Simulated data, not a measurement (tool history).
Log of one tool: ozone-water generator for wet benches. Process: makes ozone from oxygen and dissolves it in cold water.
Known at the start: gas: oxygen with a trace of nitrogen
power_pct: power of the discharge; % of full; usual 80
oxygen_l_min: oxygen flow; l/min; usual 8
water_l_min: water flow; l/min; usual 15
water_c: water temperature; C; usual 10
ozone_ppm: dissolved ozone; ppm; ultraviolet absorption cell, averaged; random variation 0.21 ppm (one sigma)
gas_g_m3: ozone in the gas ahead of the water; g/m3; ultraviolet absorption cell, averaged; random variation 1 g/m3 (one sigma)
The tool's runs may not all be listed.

run,hour,power_pct,oxygen_l_min,water_l_min,water_c,ozone_ppm,gas_g_m3
1,0,80,8,15,10,28.4,171.4
2,161.2,80,8,15,10,27.8,170.5
# hour 246.9: contactor cleaned
3,334.2,80,8,15,10,29.1,170.7
4,491,80,8,15,10,29,170.1
5,656.1,80,8,15,10,29,169.4
6,767.3,80,8,15,10,28.6,168.6
7,883.8,80,8,15,10,28.9,168.9
8,964.8,80,8,15,10,28.7,168.6
9,1056,80,8,15,18,24.7,167.3
10,1144.7,80,8,15,10,28.6,167.9
11,1297.6,80,8,15,10,28.3,168.6
12,1438.4,80,8,16,10,27.1,167.9
13,1565,80,8,16,10,26.8,165.7
14,1696.9,80,8,16,10,26.8,165.4
15,1831,80,8,16,10,26.9,166.7
16,1986.1,53,8,16,10,22.1,134.6
17,2083.2,53,8,16,10,21.7,135
18,2216.3,53,8,16,10,21.8,133.5
19,2308.4,50,5.81,19,6,20.4,158.6
20,2427.4,64,11.28,12,6,28,116.9
21,2509.8,64,11.28,12,6,27.5,116.2
22,2679.7,64,11.28,12,6,27.6,116.7
23,2834.4,58,4.77,9,11,34.6,191
24,2954.4,74,4.77,14,11,28.9,214.5
25,3027.9,90,12.17,18,11,22.6,130.3
26,3139.7,90,12.17,18,11,22.6,131.4
27,3220.5,90,12.17,18,11,22.8,130.2
28,3335.8,53,4.03,15,11,23.3,200.9
29,3447.2,80,8,12,10,30.4,159.3
30,3545.6,93,8,12,10,32.7,172.3
31,3646.8,56,5.28,15,10,23.6,175.4
32,3789.8,69,5.28,10,7,36.6,195.1

5 ways to go on from here, each from the tool as it stands after run 32. What would each give?
A,3960.9,69,5.28,10,12,?,?
B,3960.9,47,5.14,15,6,?,?
C,3960.9,85,11.39,10,7,?,?
D,3960.9,69,5.28,20,7,?,?
E,3960.9,69,5.28,9,7,?,?

run,ozone_ppm,gas_g_m3
A,33.6,192.9
B,23.1,162.8
C,32.7,129
D,21.5,191.2
E,37.9,192.5
Without the tool's hidden state the same runs would have given:
run,ozone_ppm,gas_g_m3
A,39.1,217.8
B,26.4,179.7
C,38.6,147.7
D,25.2,216
E,44.1,217.4
